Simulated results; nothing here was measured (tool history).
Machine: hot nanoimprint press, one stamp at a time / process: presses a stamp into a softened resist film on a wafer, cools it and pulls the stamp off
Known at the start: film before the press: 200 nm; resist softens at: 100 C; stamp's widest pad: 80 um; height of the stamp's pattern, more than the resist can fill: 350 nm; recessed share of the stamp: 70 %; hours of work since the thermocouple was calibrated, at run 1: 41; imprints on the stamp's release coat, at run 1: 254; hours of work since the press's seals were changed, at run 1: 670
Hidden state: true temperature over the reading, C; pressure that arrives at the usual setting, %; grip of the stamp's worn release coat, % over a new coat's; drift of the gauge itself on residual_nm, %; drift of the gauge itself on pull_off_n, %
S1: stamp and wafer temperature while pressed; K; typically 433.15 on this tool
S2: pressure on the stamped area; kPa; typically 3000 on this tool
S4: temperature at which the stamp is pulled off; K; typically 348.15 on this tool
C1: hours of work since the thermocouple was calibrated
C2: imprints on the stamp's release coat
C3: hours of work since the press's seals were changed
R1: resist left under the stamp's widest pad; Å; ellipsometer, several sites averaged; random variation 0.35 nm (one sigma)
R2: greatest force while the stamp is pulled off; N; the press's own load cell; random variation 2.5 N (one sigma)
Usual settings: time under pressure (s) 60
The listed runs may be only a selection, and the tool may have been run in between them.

Run 1, hour 0: usual settings; C1 41; C2 254; C3 670. Result: R1 820 Å, R2 196 N.
Run 2, hour 22.4: usual settings; C1 52; C2 291; C3 681. Result: R1 825 Å, R2 194 N.
Run 3, hour 59.6: usual settings; C1 69; C2 352; C3 698. Result: R1 817 Å, R2 190 N.
Run 4, hour 80.8: usual settings; C1 79; C2 387; C3 708. Result: R1 824 Å, R2 192 N.
Run 5, hour 102: usual settings but S4 351.15 K; C1 89; C2 422; C3 718. Result: R1 830 Å, R2 188 N.
Run 6, hour 131.3: usual settings but S4 351.15 K; C1 103; C2 470; C3 732. Result: R1 827 Å, R2 186 N.
Run 7, hour 158.7: usual settings but S4 351.15 K; C1 116; C2 515; C3 745. Result: R1 831 Å, R2 183 N.
Run 8, hour 198: usual settings but S4 351.15 K; C1 134; C2 580; C3 763. Result: R1 831 Å, R2 183 N.
Run 9, hour 227.5: usual settings but S4 351.15 K; C1 148; C2 629; C3 777. Result: R1 829 Å, R2 184 N.
Run 10, hour 258.4: usual settings but S4 351.15 K; C1 163; C2 679; C3 792. Result: R1 827 Å, R2 180 N.
At hour 268.6: stamp cleaned and given a new release coat.
Run 11, hour 288.9: usual settings but S1 442.15 K; C1 174; C2 34; C3 803. Result: R1 577 Å, R2 193 N.
Run 12, hour 333.1: usual settings but S1 442.15 K; C1 195; C2 107; C3 824. Result: R1 574 Å, R2 191 N.
Run 13, hour 370.2: usual settings but S1 442.15 K; C1 212; C2 168; C3 842. Result: R1 573 Å, R2 195 N.
Run 14, hour 416.5: usual settings but S1 442.15 K; C1 234; C2 244; C3 863. Result: R1 577 Å, R2 197 N.
Run 15, hour 460.9: usual settings but S1 432.15 K; C1 255; C2 317; C3 884. Result: R1 865 Å, R2 191 N.
Run 16, hour 488.4: usual settings but S1 432.15 K; C1 268; C2 362; C3 897. Result: R1 873 Å, R2 193 N.
Run 17, hour 515.8: usual settings but S1 430.15 K, S2 4250 kPa; C1 281; C2 407; C3 910. Result: R1 802 Å, R2 193 N.
Run 18, hour 552.5: usual settings but S1 430.15 K, S2 4250 kPa; C1 298; C2 468; C3 927. Result: R1 807 Å, R2 189 N.
At hour 568.1: plate thermocouple calibrated.
Run 19, hour 590.7: usual settings but S2 2140 kPa, time under pressure (s) 114, S4 352.15 K; C1 11; C2 526; C3 944. Result: R1 766 Å, R2 179 N.
Run 20, hour 627.1: usual settings but S1 445.15 K, S2 1970 kPa, time under pressure (s) 56; C1 28; C2 586; C3 961. Result: R1 656 Å, R2 189 N.
Run 21, hour 655.1: usual settings but S1 434.15 K, S2 2860 kPa, time under pressure (s) 108, S4 351.15 K; C1 41; C2 632; C3 974. Result: R1 648 Å, R2 183 N.
Run 22, hour 676.8: usual settings but S1 424.15 K, time under pressure (s) 66; C1 51; C2 668; C3 984. Result: R1 1164 Å, R2 189 N.
At hour 692.7: stamp cleaned and given a new release coat.
Run 23, hour 712.4: usual settings but S1 424.15 K, time under pressure (s) 66; C1 65; C2 32; C3 998. Result: R1 1167 Å, R2 195 N.
Run 24, hour 751.1: usual settings but S1 424.15 K, time under pressure (s) 66, S4 351.15 K; C1 83; C2 96; C3 1017. Result: R1 1165 Å, R2 183 N.
Run 25, hour 783.8: usual settings but S1 424.15 K, time under pressure (s) 66, S4 351.15 K; C1 99; C2 150; C3 1032. Result: R1 1168 Å, R2 180 N.
Run 26, hour 808.7: usual settings but time under pressure (s) 36, S4 340.15 K; C1 110; C2 191; C3 1044. Result: R1 1010 Å, R2 218 N.
Run 27, hour 829.3: usual settings but S1 437.15 K, S2 3070 kPa, time under pressure (s) 38, S4 340.15 K; C1 120; C2 225; C3 1053. Result: R1 854 Å, R2 217 N.
Run 28, hour 848.5: usual settings but S4 347.15 K; C1 129; C2 257; C3 1062. Result: R1 834 Å, R2 196 N.
Run 29, hour 874.6: usual settings but S2 1830 kPa, time under pressure (s) 76; C1 141; C2 300; C3 1075. Result: R1 964 Å, R2 191 N.

What if the next run were any one of these 5? Each begins from the tool's condition after run 29:
Run A, hour 898.7: usual settings but S1 445.15 K, S2 2910 kPa, time under pressure (s) 76, S4 339.15 K; C1 153; C2 339; C3 1086. Result: R1 ?, R2 ?.
Run B, hour 898.7: usual settings but S1 445.15 K, S2 2740 kPa; C1 153; C2 339; C3 1086. Result: R1 ?, R2 ?.
Run C, hour 898.7: usual settings but S2 3370 kPa, time under pressure (s) 41, S4 351.15 K; C1 153; C2 339; C3 1086. Result: R1 ?, R2 ?.
Run D, hour 898.7: usual settings but S2 2700 kPa, S4 346.15 K; C1 153; C2 339; C3 1086. Result: R1 ?, R2 ?.
Run E, hour 898.7: usual settings but S2 4270 kPa; C1 153; C2 339; C3 1086. Result: R1 ?, R2 ?.

run   R1   R2
  A  478  220
  B  537  192
  C  927  182
  D  889  195
  E  707  189
Without the tool's unlogged condition, the same runs would have read:
run   R1   R2
  A  468  220
  B  526  192
  C  907  182
  D  870  195
  E  691  189
